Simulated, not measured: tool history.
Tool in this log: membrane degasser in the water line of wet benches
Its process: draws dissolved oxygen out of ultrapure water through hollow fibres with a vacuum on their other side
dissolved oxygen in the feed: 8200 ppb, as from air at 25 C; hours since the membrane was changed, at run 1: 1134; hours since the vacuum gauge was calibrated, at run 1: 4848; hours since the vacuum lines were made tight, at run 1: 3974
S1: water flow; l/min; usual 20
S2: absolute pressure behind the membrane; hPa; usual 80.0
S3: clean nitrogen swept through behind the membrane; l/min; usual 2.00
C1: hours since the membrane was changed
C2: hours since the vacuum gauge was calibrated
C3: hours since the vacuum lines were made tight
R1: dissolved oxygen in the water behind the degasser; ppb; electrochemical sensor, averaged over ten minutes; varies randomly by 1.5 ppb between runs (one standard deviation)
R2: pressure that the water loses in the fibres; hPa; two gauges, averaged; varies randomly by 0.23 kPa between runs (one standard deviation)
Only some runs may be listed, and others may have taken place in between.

run	day	S1	S2	S3	C1	C2	C3	R1	R2
1	0.000	20	80.0	2.00	1134	4848	3974	155.6	572.3
2	2.250	20	79.7	2.00	1188	4902	4029	152.6	572.3
# day 2.446: vacuum gauge calibrated
3	3.662	20	79.7	4.85	1222	29	4062	90.3	573.1
4	5.004	20	80.0	4.53	1254	61	4094	91.5	568.2
5	5.950	20	80.0	4.53	1277	84	4117	91.5	572.4
# day 7.688: vacuum gauge calibrated, once more
6	7.725	20	80.0	4.53	1319	1	4159	89.7	568.6
7	8.958	20	80.0	4.53	1348	30	4188	91.2	572.1
8	10.579	20	80.0	4.53	1387	69	4227	89.7	570.9
9	11.496	20	80.0	4.53	1409	91	4249	90.3	567.4
10	13.071	20	80.0	1.11	1447	129	4287	231.8	569.1
11	14.758	18	80.0	2.00	1487	170	4328	125.2	512.9
12	16.021	18	80.0	2.00	1518	200	4358	127.2	518.4
13	17.196	14	80.0	2.00	1546	228	4386	86.6	399.1
14	19.038	20	107.0	2.00	1590	272	4430	219.5	572.9
15	20.396	20	107.0	2.00	1623	305	4463	212.5	570.1
16	21.667	20	107.0	2.00	1653	335	4493	215.2	573.4
17	23.783	27	80.0	1.10	1704	386	4544	378.9	769.2
18	25.038	27	80.0	1.10	1734	416	4574	375.7	773.1
19	26.725	27	80.0	1.10	1775	457	4615	385.2	773.0
20	28.329	21	159.4	2.00	1813	495	4653	356.6	602.2
21	30.012	20	80.0	2.56	1854	536	4694	129.5	569.9
22	30.942	20	68.0	0.99	1876	558	4716	200.7	571.0
23	32.192	13	60.1	0.99	1906	588	4746	90.6	369.3
24	33.692	21	162.1	1.53	1942	624	4782	441.6	601.0
25	35.342	21	162.1	1.53	1981	664	4822	442.2	600.4
26	37.175	21	162.1	1.53	2025	708	4866	440.0	600.1
27	38.779	21	162.1	1.53	2064	746	4904	443.2	605.1
28	40.692	21	162.1	1.53	2110	792	4950	443.8	600.7
29	42.967	21	162.1	1.53	2164	847	5005	440.8	602.2
30	44.442	17	125.0	2.00	2200	882	5040	206.7	487.3

Some steps in R1 between neighbouring runs. How much of each would the tool show without its hidden state too (settings, what came in, random variation), and how much is left for the hidden state, with any gauge scatter that isn't in both results?
Hidden conditions of the tool in this case: membrane still open, %; true pressure behind the membrane over the reading, kPa; air that leaks in behind the membrane, l/min; drift of the gauge itself on oxygen_ppb, %; drift of the gauge itself on loss_of_pressure_kpa, %.
Run 20 -> 21: S1 21 -> 20, S2 159.4 -> 80.0, S3 2.00 -> 2.56. R1 -227.1 ppb: hidden state -2.5, all else -224.6.
Run 23 -> 24: S1 13 -> 21, S2 60.1 -> 162.1, S3 0.99 -> 1.53. R1 +351.0 ppb: hidden state +4.7, all else +346.3.
Run 29 -> 30: S1 21 -> 17, S2 162.1 -> 125.0, S3 1.53 -> 2.00. R1 -234.1 ppb: hidden state -2.8, all else -231.3.
